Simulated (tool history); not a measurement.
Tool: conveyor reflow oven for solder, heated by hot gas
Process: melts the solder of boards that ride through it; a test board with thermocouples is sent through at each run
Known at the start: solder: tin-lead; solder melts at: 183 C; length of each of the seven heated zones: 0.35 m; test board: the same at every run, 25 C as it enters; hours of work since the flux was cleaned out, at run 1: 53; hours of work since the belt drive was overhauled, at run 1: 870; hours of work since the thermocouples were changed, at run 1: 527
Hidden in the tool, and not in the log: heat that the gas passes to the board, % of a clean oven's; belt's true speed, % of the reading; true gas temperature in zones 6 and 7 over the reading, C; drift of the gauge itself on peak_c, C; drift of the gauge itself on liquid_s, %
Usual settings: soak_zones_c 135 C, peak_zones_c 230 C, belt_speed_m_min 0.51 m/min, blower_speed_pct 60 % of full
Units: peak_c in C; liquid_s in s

run     day  soak_zones_c  peak_zones_c  belt_speed_m_min  blower_speed_pct  hours of work since the flux was cleaned out  hours of work since the belt drive was overhauled  hours of work since the thermocouples were changed  peak_c  liquid_s
  1       0           135           230              0.51                60                                            53                                                870                                                 527   209.7      52.7
  2   1.921           135           230              0.51                77                                            82                                                898                                                 556   214.2        59
  3     3.6           135           230              0.51                60                                           107                                                924                                                 581   209.4      52.4
  4   7.129           135           230              0.51                60                                           160                                                976                                                 634   209.2      52.5
      9.404  -- thermocouples of zones 6 and 7 changed
  5  10.083           135           230              0.51                60                                           203                                               1019                                                  10   209.6      52.5
     11.279  -- flux residue cleaned out of gas plates and filters
  6  12.967           135           225              0.51                60                                            25                                               1059                                                  50   204.8      47.8
  7  16.138           135           230              0.51                83                                            73                                               1107                                                  98   215.1      59.9
  8  17.767           135           230              0.51                83                                            97                                               1131                                                 122   215.1        60
  9  19.946           135           230              0.51                83                                           130                                               1164                                                 155   215.1      60.1
 10  22.017           135           230              0.51                83                                           161                                               1195                                                 186   214.8        60
     22.425  -- flux residue cleaned out of gas plates and filters, once more
 11  25.021           135           230             0.504                60                                            39                                               1237                                                 227   210.2        54
 12  27.696           135           230             0.504                60                                            79                                               1277                                                 268   209.9      54.3
 13  29.362           135           230             0.504                60                                           104                                               1302                                                 292   209.8      53.9
 14  32.362           135           230              0.51                60                                           149                                               1347                                                 337   209.1      52.8
 15  35.042           135           230              0.51                60                                           189                                               1387                                                 378   209.1      52.8
     37.262  -- flux residue cleaned out of gas plates and filters
 16  38.592           142           230              0.51                64                                            20                                               1437                                                 428   212.2      59.1
 17  40.188           142           230              0.51                64                                            44                                               1461                                                 451   212.5      59.4
 18  43.767           135           222              0.51                60                                            97                                               1514                                                 505   202.5      44.9
 19  46.117           135           222             0.587                70                                           133                                               1549                                                 540     201      36.4
 20  48.104           143           230              0.51                74                                           162                                               1579                                                 570   214.7      62.5
 21  50.442           123           233             0.434                70                                           197                                               1614                                                 605   217.9      69.4
      52.05  -- flux residue cleaned out of gas plates and filters
     54.208  -- belt drive overhauled, speed set with a stopwatch
 22  54.488           123           233             0.434                70                                            34                                                  4                                                 660   217.8        68
     54.829  -- thermocouples of zones 6 and 7 changed
 23  57.867           123           233             0.434                70                                            83                                                 54                                                  45   217.4      68.1
 24  61.371           123           233             0.434                70                                           136                                                106                                                  98   217.6      68.1
 25  64.608           129           228             0.411                75                                           184                                                154                                                 146   216.2      74.1
     67.158  -- flux residue cleaned out of gas plates and filters
 26  67.308           133           233             0.601                52                                             2                                                192                                                 184   200.8        32
 27      69           135           220              0.51                60                                            28                                                217                                                 209   200.4      41.4
 28  70.667           135           220              0.51                68                                            52                                                242                                                 234   202.9      45.5
 29  73.312           125           220             0.529                79                                            92                                                282                                                 274   202.9      40.9
 30    75.3           135           237              0.51                88                                           122                                                311                                                 303     222      65.1

Hidden state at the last listed run before each entry between runs and at the first one after, where it differs:
Between runs 4 and 5: thermocouples of zones 6 and 7 changed (day 9.404)
  heat that the gas passes to the board, % of a clean oven's: 97.9 -> 97.3; belt's true speed, % of the reading: 99.11 -> 99.05; true gas temperature in zones 6 and 7 over the reading, C: -0.4 -> -0.16
  measured less the result without the state, peak_c: -0.5 -> -0.4 C; liquid_s: -0.2 -> -0.1 s
Between runs 5 and 6: flux residue cleaned out of gas plates and filters (day 11.279)
  heat that the gas passes to the board, % of a clean oven's: 97.3 -> 96.5; belt's true speed, % of the reading: 99.05 -> 99; true gas temperature in zones 6 and 7 over the reading, C: -0.16 -> -0.21
  measured less the result without the state, peak_c: -0.4 -> -0.6 C; liquid_s: -0.1 -> -0.4 s
Between runs 10 and 11: flux residue cleaned out of gas plates and filters, once more (day 22.425)
  heat that the gas passes to the board, % of a clean oven's: 94.9 -> 99; belt's true speed, % of the reading: 98.83 -> 98.78; true gas temperature in zones 6 and 7 over the reading, C: -0.37 -> -0.43
  measured less the result without the state, peak_c: -1.4 -> -0.2 C; liquid_s: -0.7 -> +0.5 s
Between runs 15 and 16: flux residue cleaned out of gas plates and filters (day 37.262)
  heat that the gas passes to the board, % of a clean oven's: 97.1 -> 99.6; belt's true speed, % of the reading: 98.6 -> 98.53; true gas temperature in zones 6 and 7 over the reading, C: -0.6 -> -0.66
  measured less the result without the state, peak_c: -0.7 -> -0.2 C; liquid_s: -0.1 -> +0.8 s
Between runs 21 and 22: flux residue cleaned out of gas plates and filters (day 52.05); belt drive overhauled, speed set with a stopwatch (day 54.208)
  heat that the gas passes to the board, % of a clean oven's: 97.4 -> 99.6; belt's true speed, % of the reading: 98.32 -> 100; true gas temperature in zones 6 and 7 over the reading, C: -0.88 -> -0.95
  measured less the result without the state, peak_c: -1 -> -1 C; liquid_s: +0.3 -> -0.9 s
Between runs 22 and 23: thermocouples of zones 6 and 7 changed (day 54.829)
  heat that the gas passes to the board, % of a clean oven's: 99.6 -> 99; belt's true speed, % of the reading: 100 -> 99.94; true gas temperature in zones 6 and 7 over the reading, C: -0.95 -> -0.92
  measured less the result without the state, peak_c: -1 -> -1.1 C; liquid_s: -0.9 -> -1 s
Between runs 25 and 26: flux residue cleaned out of gas plates and filters (day 67.158)
  heat that the gas passes to the board, % of a clean oven's: 97.7 -> 99.7; belt's true speed, % of the reading: 99.81 -> 99.76; true gas temperature in zones 6 and 7 over the reading, C: -1.04 -> -1.08
  measured less the result without the state, peak_c: -1.4 -> -0.8 C; liquid_s: -1.4 -> -0.9 s

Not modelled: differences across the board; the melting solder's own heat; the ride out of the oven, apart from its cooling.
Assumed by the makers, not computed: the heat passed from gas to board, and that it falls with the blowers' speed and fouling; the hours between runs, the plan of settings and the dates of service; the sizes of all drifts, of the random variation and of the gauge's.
